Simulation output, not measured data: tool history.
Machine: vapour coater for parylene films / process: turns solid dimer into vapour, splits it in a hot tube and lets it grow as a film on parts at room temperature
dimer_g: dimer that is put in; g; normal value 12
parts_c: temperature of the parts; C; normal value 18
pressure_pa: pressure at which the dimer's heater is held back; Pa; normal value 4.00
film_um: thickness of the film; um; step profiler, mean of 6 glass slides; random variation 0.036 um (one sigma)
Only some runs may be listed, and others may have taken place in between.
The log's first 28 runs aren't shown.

run    hour  dimer_g  parts_c  pressure_pa  film_um
 29   895.6       19       30         9.03     3.00
 30   927.4       10       24         7.70     2.14
 31   951.9       12       26         3.40     2.73
 32   994.2       12       26         3.40     2.75
 33  1028.1       19       24         3.92     4.58
 34  1065.6       21       15        11.98     6.16
 35  1097.7        6       12         4.20     2.42
 36  1124.2        6       12         4.20     2.47
 37  1171.6       20       10         4.00     8.86
 38  1192.0       12       18         2.85     4.04
 39  1230.6        6       13         2.85     2.47
 40  1263.4        6       13         9.89     2.04
 41  1309.1        6       13         5.72     2.15
 42  1337.5       14       14         5.72     4.84
 43  1375.7       14       24         5.72     3.13
 44  1415.3       14       24         4.88     3.24
     1443.9  -- trap's valve overhauled
 45  1451.7       12       24         2.75     3.10
 46  1490.0        9       18         3.83     2.87
 47  1537.4        9       18         2.98     3.01

Below are 3 alternative next runs, each starting from the tool's condition after run 47. Predict each:
  A  1573.5       11       15         2.98        ?
  B  1573.5        6       13         2.98        ?
  C  1573.5        6       15         5.68        ?

run  film_um
  A     4.26
  B     2.49
  C     1.99
With no hidden state in the tool, these same runs would have given:
run  film_um
  A     4.26
  B     2.49
  C     1.99
